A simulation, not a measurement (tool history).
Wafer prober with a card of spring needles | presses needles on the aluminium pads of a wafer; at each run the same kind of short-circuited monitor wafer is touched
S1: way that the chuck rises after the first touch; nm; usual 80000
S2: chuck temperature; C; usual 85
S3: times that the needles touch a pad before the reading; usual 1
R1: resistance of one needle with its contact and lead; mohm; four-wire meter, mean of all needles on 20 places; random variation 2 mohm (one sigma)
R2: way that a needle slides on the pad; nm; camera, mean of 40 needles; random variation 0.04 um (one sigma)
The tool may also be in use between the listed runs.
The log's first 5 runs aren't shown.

run,day,S1,S2,S3,R1,R2
# day 1.567: tips cleaned on abrasive film
# day 1.862: tips cleaned on abrasive film
6,1.862,80000,62,1,218,11830
# day 2.146: tips cleaned on abrasive film
7,2.325,80000,85,1,220,11830
# day 2.438: tips cleaned on abrasive film
# day 2.725: tips cleaned on abrasive film
8,2.729,80000,85,1,219,11840
# day 3.029: tips cleaned on abrasive film
9,3.15,79000,85,1,220,11780
# day 3.333: tips cleaned on abrasive film
10,3.471,79000,85,1,222,11720
# day 3.625: tips cleaned on abrasive film
# day 3.908: tips cleaned on abrasive film
11,4.104,80000,85,1,222,11890
# day 4.192: tips cleaned on abrasive film
# day 4.483: tips cleaned on abrasive film
12,4.633,80000,85,1,219,11840
# day 4.767: tips cleaned on abrasive film
# day 5.062: tips cleaned on abrasive film
13,5.1,80000,85,1,220,11910
# day 5.362: tips cleaned on abrasive film
14,5.383,80000,85,1,222,11880
# day 5.671: tips cleaned on abrasive film
# day 5.946: tips cleaned on abrasive film
15,6.046,80000,85,1,217,11920
# day 6.229: tips cleaned on abrasive film
16,6.479,75000,34,2,211,11210
# day 6.512: tips cleaned on abrasive film
# day 6.808: tips cleaned on abrasive film
17,6.812,91000,28,2,206,13560
# day 7.096: tips cleaned on abrasive film
18,7.096,63000,106,3,231,9400
# day 7.379: tips cleaned on abrasive film
19,7.633,63000,66,3,221,9500
# day 7.675: tips cleaned on abrasive film
# day 7.954: tips cleaned on abrasive film
20,8.204,80000,71,2,216,11940
# day 8.242: tips cleaned on abrasive film
# day 8.558: tips cleaned on abrasive film
21,8.658,80000,97,1,224,12030
# day 8.838: tips cleaned on abrasive film
# day 9.042: height of the first contact set anew
22,9.1,66000,63,1,217,9970
# day 9.158: tips cleaned on abrasive film
# day 9.425: gauge calibrated
# day 9.471: tips cleaned on abrasive film
23,9.517,66000,85,1,220,9750
# day 9.771: tips cleaned on abrasive film
24,9.85,93000,85,1,222,13770
# day 10.062: tips cleaned on abrasive film
# day 10.354: tips cleaned on abrasive film
25,10.471,93000,85,1,220,13740
# day 10.642: tips cleaned on abrasive film
# day 10.921: tips cleaned on abrasive film
26,11.088,62000,33,1,213,9220
# day 11.196: tips cleaned on abrasive film
# day 11.479: tips cleaned on abrasive film
27,11.612,81000,69,3,219,11970
# day 11.767: tips cleaned on abrasive film
28,11.929,88000,95,1,225,13060
# day 12.054: tips cleaned on abrasive film
# day 12.333: tips cleaned on abrasive film
29,12.558,73000,85,1,223,10770
# day 12.621: tips cleaned on abrasive film
# day 12.917: tips cleaned on abrasive film
# day 13.192: tips cleaned on abrasive film
30,13.238,80000,61,3,215,11940

4 ways to go on from here, each from the tool as it stands after run 30. What would each give?
# day 13.504: tips cleaned on abrasive film
# day 13.788: tips cleaned on abrasive film
A,13.821,80000,85,1,?,?
# day 13.504: tips cleaned on abrasive film
# day 13.788: tips cleaned on abrasive film
B,13.821,70000,61,2,?,?
# day 13.504: tips cleaned on abrasive film
# day 13.788: tips cleaned on abrasive film
C,13.821,91000,86,1,?,?
# day 13.504: tips cleaned on abrasive film
# day 13.788: tips cleaned on abrasive film
D,13.821,80000,111,1,?,?

run,R1,R2
A,218,11950
B,217,10440
C,221,13480
D,229,11970
Without the tool's hidden state the same runs would have given:
run,R1,R2
A,218,11840
B,217,10340
C,220,13360
D,229,11850
